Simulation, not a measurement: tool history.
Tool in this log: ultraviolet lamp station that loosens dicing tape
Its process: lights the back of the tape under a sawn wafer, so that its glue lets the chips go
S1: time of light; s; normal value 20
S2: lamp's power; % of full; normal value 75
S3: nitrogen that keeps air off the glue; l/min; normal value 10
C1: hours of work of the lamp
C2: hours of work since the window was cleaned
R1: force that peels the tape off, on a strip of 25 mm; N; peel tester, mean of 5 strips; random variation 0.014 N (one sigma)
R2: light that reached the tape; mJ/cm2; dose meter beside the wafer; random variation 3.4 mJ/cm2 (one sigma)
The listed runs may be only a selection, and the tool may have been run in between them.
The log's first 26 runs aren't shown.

run	hour	S1	S2	S3	C1	C2	R1	R2
27	1160.7	11	97	10	258	68	1.092	361
28	1190.7	11	97	12	270	80	1.029	363
29	1238.3	11	97	12	290	100	1.082	356
30	1298.2	11	97	12	315	125	1.091	352
31	1344.4	11	97	12	334	144	1.048	347
32	1382.5	11	97	12	349	159	1.125	345
33	1433.6	33	75	8	370	180	0.420	786
34	1478.8	17	81	12	389	199	0.827	434
# hour 1492.3: window cleaned of glue's vapour
35	1507.2	17	81	12	401	6	0.756	469
36	1554.0	34	87	14	420	25	0.295	1005
37	1588.9	34	87	14	434	40	0.292	999

Each row is a separate what-if for the run after 37, all from the same tool condition, not one after another. Results?
A	1620.2	11	75	10	447	53	?	?
B	1620.2	33	86	17	447	53	?	?
C	1620.2	20	75	17	447	53	?	?

run	R1	R2
A	1.449	270
B	0.296	943
C	0.641	500
With no hidden state in the tool, these same runs would have given:
run	R1	R2
A	1.306	302
B	0.274	1054
C	0.551	559

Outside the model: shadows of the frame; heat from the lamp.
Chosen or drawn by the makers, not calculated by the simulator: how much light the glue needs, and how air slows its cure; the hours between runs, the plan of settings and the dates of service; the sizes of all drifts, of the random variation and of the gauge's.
